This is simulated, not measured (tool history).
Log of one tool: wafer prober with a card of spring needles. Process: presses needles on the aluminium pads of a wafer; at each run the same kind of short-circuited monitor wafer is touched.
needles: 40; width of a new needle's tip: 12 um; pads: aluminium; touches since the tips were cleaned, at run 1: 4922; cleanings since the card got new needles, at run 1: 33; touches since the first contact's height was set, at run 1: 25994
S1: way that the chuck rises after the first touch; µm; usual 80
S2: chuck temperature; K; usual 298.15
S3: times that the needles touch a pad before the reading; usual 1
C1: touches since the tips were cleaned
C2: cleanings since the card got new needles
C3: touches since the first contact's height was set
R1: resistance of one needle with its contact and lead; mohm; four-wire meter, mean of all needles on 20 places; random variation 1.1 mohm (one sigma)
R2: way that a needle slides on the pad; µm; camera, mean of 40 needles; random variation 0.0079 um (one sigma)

{"run": 1, "hour": 0.0, "S1": 80, "S2": 298.15, "S3": 1, "C1": 4922, "C2": 33, "C3": 25994, "R1": 231, "R2": 15.575}
{"hour": 3.2, "done": "tips cleaned on abrasive film"}
{"hour": 17.8, "done": "tips cleaned on abrasive film"}
{"hour": 30.3, "done": "tips cleaned on abrasive film"}
{"run": 2, "hour": 41.7, "S1": 80, "S2": 343.15, "S3": 1, "C1": 5130, "C2": 36, "C3": 44652, "R1": 242, "R2": 15.557}
{"hour": 45.0, "done": "tips cleaned on abrasive film"}
{"hour": 59.9, "done": "tips cleaned on abrasive film"}
{"hour": 75.6, "done": "tips cleaned on abrasive film"}
{"run": 3, "hour": 78.3, "S1": 80, "S2": 343.15, "S3": 1, "C1": 1189, "C2": 39, "C3": 60968, "R1": 243, "R2": 15.553}
{"hour": 89.7, "done": "tips cleaned on abrasive film"}
{"hour": 102.3, "done": "tips cleaned on abrasive film"}
{"run": 4, "hour": 104.7, "S1": 80, "S2": 343.15, "S3": 1, "C1": 1069, "C2": 41, "C3": 72772, "R1": 242, "R2": 15.575}
{"hour": 117.3, "done": "tips cleaned on abrasive film"}
{"hour": 131.6, "done": "tips cleaned on abrasive film"}
{"hour": 144.2, "done": "tips cleaned on abrasive film"}
{"run": 5, "hour": 152.0, "S1": 80, "S2": 298.15, "S3": 2, "C1": 3503, "C2": 44, "C3": 93928, "R1": 231, "R2": 15.554}
{"hour": 158.1, "done": "tips cleaned on abrasive film"}
{"hour": 167.7, "done": "height of the first contact set anew"}
{"hour": 174.1, "done": "tips cleaned on abrasive film"}
{"hour": 189.4, "done": "tips cleaned on abrasive film"}
{"hour": 204.7, "done": "tips cleaned on abrasive film"}
{"run": 6, "hour": 208.4, "S1": 80, "S2": 298.15, "S3": 2, "C1": 1651, "C2": 48, "C3": 18185, "R1": 230, "R2": 15.546}
{"hour": 217.9, "done": "tips cleaned on abrasive film"}
{"hour": 232.1, "done": "tips cleaned on abrasive film"}
{"hour": 247.6, "done": "tips cleaned on abrasive film"}
{"run": 7, "hour": 248.4, "S1": 80, "S2": 298.15, "S3": 2, "C1": 361, "C2": 51, "C3": 36080, "R1": 232, "R2": 15.538}
{"hour": 261.0, "done": "tips cleaned on abrasive film"}
{"run": 8, "hour": 273.3, "S1": 80, "S2": 298.15, "S3": 2, "C1": 5546, "C2": 52, "C3": 47246, "R1": 232, "R2": 15.517}
{"hour": 276.6, "done": "tips cleaned on abrasive film"}
{"hour": 292.2, "done": "tips cleaned on abrasive film"}
{"hour": 307.3, "done": "tips cleaned on abrasive film"}
{"run": 9, "hour": 319.7, "S1": 82, "S2": 298.15, "S3": 2, "C1": 5599, "C2": 55, "C3": 67998, "R1": 231, "R2": 15.913}
{"hour": 323.0, "done": "tips cleaned on abrasive film"}
{"hour": 338.0, "done": "tips cleaned on abrasive film"}
{"hour": 353.3, "done": "tips cleaned on abrasive film"}
{"run": 10, "hour": 355.9, "S1": 82, "S2": 298.15, "S3": 2, "C1": 1180, "C2": 58, "C3": 84141, "R1": 227, "R2": 15.898}
{"hour": 368.5, "done": "tips cleaned on abrasive film"}
{"hour": 383.6, "done": "tips cleaned on abrasive film"}
{"run": 11, "hour": 384.3, "S1": 87, "S2": 358.15, "S3": 2, "C1": 299, "C2": 60, "C3": 96830, "R1": 246, "R2": 16.873}
{"hour": 393.3, "done": "height of the first contact set anew"}
{"hour": 396.5, "done": "tips cleaned on abrasive film"}
{"hour": 411.2, "done": "tips cleaned on abrasive film"}
{"hour": 426.9, "done": "tips cleaned on abrasive film"}
{"run": 12, "hour": 437.4, "S1": 87, "S2": 358.15, "S3": 2, "C1": 4734, "C2": 63, "C3": 19737, "R1": 247, "R2": 16.859}
{"hour": 440.6, "done": "tips cleaned on abrasive film"}
{"hour": 456.2, "done": "tips cleaned on abrasive film"}
{"run": 13, "hour": 466.1, "S1": 69, "S2": 305.15, "S3": 2, "C1": 4451, "C2": 65, "C3": 32550, "R1": 234, "R2": 13.363}
{"hour": 469.3, "done": "tips cleaned on abrasive film"}
{"hour": 484.3, "done": "tips cleaned on abrasive film"}
{"hour": 499.5, "done": "tips cleaned on abrasive film"}
{"run": 14, "hour": 504.5, "S1": 86, "S2": 300.15, "S3": 2, "C1": 2222, "C2": 68, "C3": 49708, "R1": 230, "R2": 16.647}
{"hour": 512.9, "done": "tips cleaned on abrasive film"}
{"hour": 528.0, "done": "tips cleaned on abrasive film"}
{"hour": 541.6, "done": "tips cleaned on abrasive film"}
{"run": 15, "hour": 541.6, "S1": 93, "S2": 358.15, "S3": 2, "C1": 0, "C2": 71, "C3": 66309, "R1": 244, "R2": 18.007}
{"hour": 554.2, "done": "tips cleaned on abrasive film"}
{"hour": 569.4, "done": "tips cleaned on abrasive film"}
{"hour": 582.0, "done": "tips cleaned on abrasive film"}
{"hour": 597.2, "done": "tips cleaned on abrasive film"}
{"run": 16, "hour": 600.1, "S1": 73, "S2": 298.15, "S3": 2, "C1": 1291, "C2": 75, "C3": 92449, "R1": 231, "R2": 14.117}
{"hour": 612.7, "done": "tips cleaned on abrasive film"}
{"hour": 619.2, "done": "height of the first contact set anew"}
{"hour": 628.5, "done": "tips cleaned on abrasive film"}
{"run": 17, "hour": 638.8, "S1": 80, "S2": 323.15, "S3": 1, "C1": 4633, "C2": 77, "C3": 8772, "R1": 238, "R2": 15.462}
{"hour": 642.0, "done": "tips cleaned on abrasive film"}
{"hour": 654.6, "done": "tips cleaned on abrasive film"}
{"hour": 670.2, "done": "tips cleaned on abrasive film"}
{"hour": 685.6, "done": "tips cleaned on abrasive film"}
{"hour": 698.3, "done": "tips cleaned on abrasive film"}
{"run": 18, "hour": 698.3, "S1": 80, "S2": 298.15, "S3": 1, "C1": 0, "C2": 82, "C3": 35347, "R1": 228, "R2": 15.461}

5 ways to go on from here, each from the tool as it stands after run 18. What would each give?
{"hour": 710.9, "done": "tips cleaned on abrasive film"}
{"hour": 726.6, "done": "tips cleaned on abrasive film"}
{"hour": 742.3, "done": "tips cleaned on abrasive film"}
{"run": "A", "hour": 745.6, "S1": 69, "S2": 304.15, "S3": 2, "C1": 1501, "C2": 85, "C3": 56517, "R1": "?", "R2": "?"}
{"hour": 710.9, "done": "tips cleaned on abrasive film"}
{"hour": 726.6, "done": "tips cleaned on abrasive film"}
{"hour": 742.3, "done": "tips cleaned on abrasive film"}
{"run": "B", "hour": 745.6, "S1": 80, "S2": 310.15, "S3": 3, "C1": 1501, "C2": 85, "C3": 56517, "R1": "?", "R2": "?"}
{"hour": 710.9, "done": "tips cleaned on abrasive film"}
{"hour": 726.6, "done": "tips cleaned on abrasive film"}
{"hour": 742.3, "done": "tips cleaned on abrasive film"}
{"run": "C", "hour": 745.6, "S1": 80, "S2": 298.15, "S3": 3, "C1": 1501, "C2": 85, "C3": 56517, "R1": "?", "R2": "?"}
{"hour": 710.9, "done": "tips cleaned on abrasive film"}
{"hour": 726.6, "done": "tips cleaned on abrasive film"}
{"hour": 742.3, "done": "tips cleaned on abrasive film"}
{"run": "D", "hour": 745.6, "S1": 80, "S2": 321.15, "S3": 1, "C1": 1501, "C2": 85, "C3": 56517, "R1": "?", "R2": "?"}
{"hour": 710.9, "done": "tips cleaned on abrasive film"}
{"hour": 726.6, "done": "tips cleaned on abrasive film"}
{"hour": 742.3, "done": "tips cleaned on abrasive film"}
{"run": "E", "hour": 745.6, "S1": 80, "S2": 298.15, "S3": 1, "C1": 1501, "C2": 85, "C3": 56517, "R1": "?", "R2": "?"}

run=A R1=232 R2=13.339
run=B R1=233 R2=15.450
run=C R1=232 R2=15.453
run=D R1=235 R2=15.442
run=E R1=229 R2=15.434
Without the tool's hidden state the same runs would have given:
run=A R1=232 R2=13.445
run=B R1=233 R2=15.572
run=C R1=232 R2=15.575
run=D R1=235 R2=15.564
run=E R1=229 R2=15.556

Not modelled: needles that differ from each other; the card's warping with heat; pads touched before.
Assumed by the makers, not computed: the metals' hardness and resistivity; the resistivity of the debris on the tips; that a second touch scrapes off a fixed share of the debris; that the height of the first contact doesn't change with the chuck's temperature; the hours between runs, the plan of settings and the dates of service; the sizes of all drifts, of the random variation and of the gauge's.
